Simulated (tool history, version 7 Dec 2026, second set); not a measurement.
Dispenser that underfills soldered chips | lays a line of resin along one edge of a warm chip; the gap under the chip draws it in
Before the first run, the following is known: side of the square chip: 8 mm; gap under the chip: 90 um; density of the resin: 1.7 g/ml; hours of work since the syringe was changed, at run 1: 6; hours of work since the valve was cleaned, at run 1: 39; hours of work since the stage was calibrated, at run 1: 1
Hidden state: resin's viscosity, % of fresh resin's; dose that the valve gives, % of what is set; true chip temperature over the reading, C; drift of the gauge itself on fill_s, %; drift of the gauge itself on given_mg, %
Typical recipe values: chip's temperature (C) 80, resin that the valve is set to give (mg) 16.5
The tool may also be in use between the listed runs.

run  hour  chip's temperature (C)  resin that the valve is set to give (mg)  hours of work since the syringe was changed  hours of work since the valve was cleaned  hours of work since the stage was calibrated  time until the resin shows at the far edge (s)  resin that the valve gave (mg)
  1     0                      80                                      16.5                                            6                                         39                                             1                                            61.3                           16.25
  2     2                      83                                      16.5                                            8                                         40                                             3                                            60.2                            16.2
  3   4.6                      83                                      16.5                                           10                                         42                                             5                                            68.8                           16.26
      6.1  -- new syringe of resin
  4     8                      83                                      16.5                                            1                                         45                                             7                                            38.3                           16.18
  5  11.5                      80                                      16.9                                            4                                         47                                            10                                            52.4                           16.59
  6  14.1                      80                                      16.9                                            6                                         49                                            12                                            59.7                           16.65
  7  18.1                      80                                      16.9                                            9                                         52                                            15                                            73.9                           16.46
     20.3  -- new syringe of resin
  8    21                      80                                      16.5                                            1                                         54                                            17                                            41.3                           16.11
  9  23.5                      80                                      14.5                                            2                                         56                                            19                                            48.5                           14.06
 10  26.1                      80                                      14.5                                            4                                         58                                            21                                            55.8                           14.02
 11    28                      75                                      16.5                                            6                                         60                                            22                                              74                           15.97
 12  29.9                      75                                      16.5                                            7                                         61                                            24                                            80.9                           15.97
 13  31.8                      75                                        17                                            9                                         63                                            25                                            89.1                           16.55
     34.5  -- new syringe of resin
 14  35.7                      81                                        17                                            1                                         65                                            28                                            42.3                           16.58
 15  40.2                      82                                      16.5                                            4                                         69                                            31                                            48.9                           15.91
 16  42.9                      89                                      16.5                                            6                                         71                                            33                                            45.4                           16.06
 17  44.8                      89                                      16.5                                            8                                         72                                            35                                            48.9                           15.94
     48.6  -- new syringe of resin
 18  48.7                      80                                      16.5                                            0                                         75                                            38                                              41                           15.92
 19    52                      89                                      14.1                                            3                                         77                                            40                                            35.5                           13.72
 20  54.2                      89                                      14.1                                            4                                         79                                            42                                            40.2                           13.59
 21  56.8                      67                                      18.9                                            6                                         81                                            44                                           106.4                           18.11
 22  59.2                      67                                      18.9                                            8                                         83                                            46                                           121.4                           18.13
 23  61.5                      84                                      17.8                                           10                                         85                                            47                                            67.8                            17.2
     62.8  -- new syringe of resin
 24  64.6                      89                                      21.3                                            1                                         87                                            49                                            31.9                           20.45
       69  -- dispensing valve cleaned and set on the balance
 25  69.3                      86                                        14                                            4                                          0                                            52                                            42.8                           14.09
 26  71.3                      78                                      16.4                                            6                                          2                                            54                                            64.6                           16.28
 27  73.9                      87                                      18.7                                            8                                          4                                            56                                            51.6                           18.66
 28  76.2                      68                                      18.8                                            9                                          5                                            57                                           124.6                           18.54

Expected results for the next run?
     78.2  -- new syringe of resin
 29    80                      73                                      15.1                                            1                                          8                                            60                                               ?                               ?

For run 29 the tool returned time until the resin shows at the far edge (s) 58.9, resin that the valve gave (mg) 14.88.
Minus the tool's unlogged condition, the same run would have read time until the resin shows at the far edge (s) 53.6, resin that the valve gave (mg) 14.99.
